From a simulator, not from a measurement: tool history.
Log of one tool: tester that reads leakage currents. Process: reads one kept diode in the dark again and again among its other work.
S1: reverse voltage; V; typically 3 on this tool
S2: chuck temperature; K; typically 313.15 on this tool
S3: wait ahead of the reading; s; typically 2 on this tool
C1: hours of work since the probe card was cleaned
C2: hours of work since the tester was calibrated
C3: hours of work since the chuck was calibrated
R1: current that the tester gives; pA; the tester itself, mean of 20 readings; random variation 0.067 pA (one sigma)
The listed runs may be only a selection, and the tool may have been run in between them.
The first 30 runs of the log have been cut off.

Run 31, day 203.05: usual settings but S1 2.29 V, S2 314.15 K, S3 0.39 s; C1 3195; C2 1481; C3 531. Result: R1 19.39 pA.
Run 32, day 210.825: usual settings but S1 2.29 V, S2 314.15 K, S3 0.39 s; C1 3324; C2 1610; C3 660. Result: R1 19.91 pA.
Run 33, day 215.167: usual settings but S1 2.29 V, S2 314.15 K, S3 0.39 s; C1 3396; C2 1682; C3 732. Result: R1 20.04 pA.
At day 216.704: probe card cleaned and baked.
Run 34, day 223.054: usual settings but S1 10.79 V, S3 1.12 s; C1 105; C2 1810; C3 860. Result: R1 34.9 pA.
Run 35, day 230.708: usual settings but S1 1.15 V, S2 327.15 K; C1 232; C2 1937; C3 987. Result: R1 23.64 pA.
At day 234.067: chuck's temperature calibrated.
Run 36, day 237.829: usual settings but S1 1.45 V, S2 311.15 K, S3 1.51 s; C1 348; C2 2053; C3 62. Result: R1 8.97 pA.
Run 37, day 244.092: usual settings but S1 2.51 V, S2 295.15 K, S3 5.49 s; C1 452; C2 2157; C3 166. Result: R1 4.08 pA.
Run 38, day 249.088: usual settings but S1 2.77 V, S2 295.15 K, S3 5.49 s; C1 535; C2 2240; C3 249. Result: R1 4.56 pA.

Branching from run 38: 3 alternative next runs. What would each branch give?
Run A, day 255.896: usual settings but S1 15.77 V, S2 301.15 K, S3 5.49 s; C1 647; C2 2352; C3 361. Result: R1 ?.
Run B, day 255.896: usual settings but S1 2.17 V, S2 301.15 K, S3 0.45 s; C1 647; C2 2352; C3 361. Result: R1 ?.
Run C, day 255.896: usual settings but S1 2.54 V, S2 308.15 K, S3 1.51 s; C1 647; C2 2352; C3 361. Result: R1 ?.

run     R1
  A  22.32
  B   7.31
  C  10.93
Without the tool's unlogged condition, the same runs would have read:
run     R1
  A  16.02
  B   6.33
  C   9.66

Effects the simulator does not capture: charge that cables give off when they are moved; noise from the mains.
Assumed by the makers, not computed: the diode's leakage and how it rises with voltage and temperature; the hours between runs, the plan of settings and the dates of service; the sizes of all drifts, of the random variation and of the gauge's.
